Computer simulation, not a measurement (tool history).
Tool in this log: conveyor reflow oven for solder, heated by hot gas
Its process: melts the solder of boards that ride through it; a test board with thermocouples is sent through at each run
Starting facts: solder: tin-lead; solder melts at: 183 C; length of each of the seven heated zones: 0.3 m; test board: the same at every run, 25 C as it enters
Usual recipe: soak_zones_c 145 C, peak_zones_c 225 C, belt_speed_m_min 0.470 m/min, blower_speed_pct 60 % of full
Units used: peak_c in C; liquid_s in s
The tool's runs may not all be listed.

run	day	soak_zones_c	peak_zones_c	belt_speed_m_min	blower_speed_pct	peak_c	liquid_s
1	0.000	145	225	0.470	60	207.1	49.7
2	0.800	146	225	0.470	60	207.2	50.0
3	1.662	154	225	0.470	60	208.0	55.6
4	2.746	154	225	0.470	60	208.5	56.1
5	3.829	145	229	0.470	60	209.7	53.3
# day 5.254: flux residue cleaned out of gas plates and filters
6	5.254	145	229	0.441	60	214.0	60.6
7	6.096	145	229	0.441	60	213.3	61.4
8	6.654	158	225	0.470	69	212.1	61.8
9	7.867	158	225	0.470	69	212.0	62.7
10	9.050	160	227	0.410	76	217.8	77.9
11	10.000	140	223	0.493	60	203.4	42.5
12	11.100	159	225	0.470	84	213.9	64.1
13	12.188	145	230	0.382	73	219.1	77.9

4 options for the next run, each taken on its own from the tool as it stands now. Forecast them:
A	12.958	145	232	0.382	73	?	?
B	12.958	154	233	0.435	73	?	?
C	12.958	148	225	0.470	60	?	?
D	12.958	134	225	0.470	66	?	?

run	peak_c	liquid_s
A	220.6	78.3
B	219.4	71.5
C	208.8	54.1
D	206.9	46.1
Without the tool's unlogged condition, the same runs would have read:
run	peak_c	liquid_s
A	221.9	78.9
B	220.8	72.0
C	210.1	55.3
D	208.4	47.6

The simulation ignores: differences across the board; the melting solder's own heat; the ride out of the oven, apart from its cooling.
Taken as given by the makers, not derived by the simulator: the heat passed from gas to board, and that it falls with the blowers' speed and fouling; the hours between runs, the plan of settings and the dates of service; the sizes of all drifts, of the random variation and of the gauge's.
